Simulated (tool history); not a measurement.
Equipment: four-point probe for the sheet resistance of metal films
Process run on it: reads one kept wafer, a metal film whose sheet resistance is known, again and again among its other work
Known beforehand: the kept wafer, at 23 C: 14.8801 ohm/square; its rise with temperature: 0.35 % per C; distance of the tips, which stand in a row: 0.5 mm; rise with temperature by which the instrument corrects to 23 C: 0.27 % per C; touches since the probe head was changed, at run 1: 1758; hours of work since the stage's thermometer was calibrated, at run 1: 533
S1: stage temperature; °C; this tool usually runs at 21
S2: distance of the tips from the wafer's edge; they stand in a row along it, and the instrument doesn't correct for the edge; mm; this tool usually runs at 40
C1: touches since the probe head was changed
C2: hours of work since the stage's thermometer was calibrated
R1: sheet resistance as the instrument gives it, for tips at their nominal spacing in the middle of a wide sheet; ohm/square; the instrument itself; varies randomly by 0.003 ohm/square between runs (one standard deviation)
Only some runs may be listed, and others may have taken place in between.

{"run": 1, "hour": 0.0, "S1": 21, "S2": 40, "C1": 1758, "C2": 533, "R1": 14.852218}
{"run": 2, "hour": 10.5, "S1": 21, "S2": 40, "C1": 1874, "C2": 539, "R1": 14.852765}
{"run": 3, "hour": 23.3, "S1": 27, "S2": 40, "C1": 2015, "C2": 546, "R1": 14.919025}
{"run": 4, "hour": 46.7, "S1": 21, "S2": 9, "C1": 2272, "C2": 559, "R1": 14.877986}
{"run": 5, "hour": 67.1, "S1": 21, "S2": 9, "C1": 2496, "C2": 570, "R1": 14.875774}
{"run": 6, "hour": 77.3, "S1": 21, "S2": 9, "C1": 2609, "C2": 576, "R1": 14.878296}
{"hour": 78.9, "done": "stage's thermometer calibrated"}
{"run": 7, "hour": 102.8, "S1": 21, "S2": 9, "C1": 2884, "C2": 13, "R1": 14.883523}
{"run": 8, "hour": 121.0, "S1": 21, "S2": 16, "C1": 3084, "C2": 23, "R1": 14.859423}
{"run": 9, "hour": 131.2, "S1": 21, "S2": 16, "C1": 3196, "C2": 29, "R1": 14.868453}
{"run": 10, "hour": 145.7, "S1": 21, "S2": 16, "C1": 3356, "C2": 37, "R1": 14.863228}
{"hour": 156.7, "done": "stage's thermometer calibrated, once more"}
{"run": 11, "hour": 166.2, "S1": 24, "S2": 42, "C1": 3575, "C2": 5, "R1": 14.883826}
{"run": 12, "hour": 181.1, "S1": 24, "S2": 42, "C1": 3739, "C2": 13, "R1": 14.885598}
{"run": 13, "hour": 201.9, "S1": 34, "S2": 8, "C1": 3967, "C2": 25, "R1": 15.026641}
{"run": 14, "hour": 217.9, "S1": 26, "S2": 14, "C1": 4144, "C2": 34, "R1": 14.917076}
{"run": 15, "hour": 241.4, "S1": 33, "S2": 40, "C1": 4402, "C2": 46, "R1": 14.981467}
{"run": 16, "hour": 259.3, "S1": 26, "S2": 39, "C1": 4599, "C2": 56, "R1": 14.909227}
{"run": 17, "hour": 281.9, "S1": 24, "S2": 23, "C1": 4848, "C2": 69, "R1": 14.885413}
{"run": 18, "hour": 304.9, "S1": 22, "S2": 26, "C1": 5101, "C2": 81, "R1": 14.863624}
{"run": 19, "hour": 325.3, "S1": 22, "S2": 8, "C1": 5326, "C2": 92, "R1": 14.895034}

Below, some changes in R1 between adjacent runs. For each, the amount present without the hidden state too (settings, incoming material, random variation) and the amount remaining for the hidden state with gauge scatter not shared by both compared results:
The tool's hidden condition here consists of: inner tips' distance over the nominal, %; tips' flats over new ones', %; wafer's true temperature over the reading, C; drift of the gauge itself on sheet_ohm, %.
Run 10 -> 11: S1 21 -> 24, S2 16 -> 42, stage's thermometer calibrated, once more. R1 +0.020598 ohm/square: hidden state -0.005273, all else +0.025871.
Run 12 -> 13: S1 24 -> 34, S2 42 -> 8. R1 +0.141043 ohm/square: hidden state -0.000003, all else +0.141046.
